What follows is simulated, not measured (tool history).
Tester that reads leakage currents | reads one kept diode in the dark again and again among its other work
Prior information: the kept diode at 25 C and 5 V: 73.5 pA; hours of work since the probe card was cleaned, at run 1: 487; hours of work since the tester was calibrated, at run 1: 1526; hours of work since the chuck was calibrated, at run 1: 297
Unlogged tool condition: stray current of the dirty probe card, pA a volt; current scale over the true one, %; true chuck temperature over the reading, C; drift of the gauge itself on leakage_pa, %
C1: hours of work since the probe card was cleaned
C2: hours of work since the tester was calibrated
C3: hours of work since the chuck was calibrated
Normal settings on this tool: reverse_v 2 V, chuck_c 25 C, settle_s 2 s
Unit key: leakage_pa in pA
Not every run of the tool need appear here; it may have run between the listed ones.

Run 1, hour 0: usual settings; C1 487; C2 1526; C3 297. Result: leakage_pa 50.87 pA.
Run 2, hour 153.9: usual settings but settle_s 0.39 s; C1 554; C2 1593; C3 365. Result: leakage_pa 52.86 pA.
Run 3, hour 243.4: usual settings but settle_s 0.39 s; C1 594; C2 1633; C3 405. Result: leakage_pa 52.9 pA.
At hour 259.5: probe card cleaned and baked.
Run 4, hour 356.4: usual settings but settle_s 0.39 s; C1 43; C2 1681; C3 453. Result: leakage_pa 54.36 pA.
Run 5, hour 450.6: usual settings but settle_s 1.41 s; C1 84; C2 1723; C3 494. Result: leakage_pa 54 pA.
Run 6, hour 555: usual settings but chuck_c 50 C, settle_s 1.41 s; C1 130; C2 1769; C3 540. Result: leakage_pa 405.95 pA.
At hour 674.3: probe card cleaned and baked, once more.
Run 7, hour 694.5: usual settings but chuck_c 50 C, settle_s 1.41 s; C1 9; C2 1829; C3 600. Result: leakage_pa 408.26 pA.
Run 8, hour 871.3: usual settings but reverse_v 8.62 V, chuck_c 48 C, settle_s 0.5 s; C1 87; C2 1906; C3 678. Result: leakage_pa 713.43 pA.
Run 9, hour 972.9: usual settings but reverse_v 8.62 V, chuck_c 44 C, settle_s 0.5 s; C1 131; C2 1951; C3 723. Result: leakage_pa 528.49 pA.
Run 10, hour 1125.3: usual settings but reverse_v 19.71 V, chuck_c 44 C, settle_s 0.5 s; C1 199; C2 2018; C3 790. Result: leakage_pa 803.25 pA.

Consider 4 possible next runs. They are alternatives, not a sequence: every one starts from the tool as it was left by run 10. What does each give?
Run A, hour 1256.2: usual settings but chuck_c 21 C; C1 256; C2 2076; C3 848. Result: leakage_pa ?.
Run B, hour 1256.2: usual settings but chuck_c 22 C; C1 256; C2 2076; C3 848. Result: leakage_pa ?.
Run C, hour 1256.2: usual settings but settle_s 3.11 s; C1 256; C2 2076; C3 848. Result: leakage_pa ?.
Run D, hour 1256.2: usual settings but reverse_v 1.42 V, settle_s 1.06 s; C1 256; C2 2076; C3 848. Result: leakage_pa ?.

run  leakage_pa
  A       39.04
  B       42.62
  C        55.4
  D       47.11
Without the tool's hidden state the same runs would have given:
run  leakage_pa
  A       33.35
  B        36.5
  C        47.7
  D       40.65
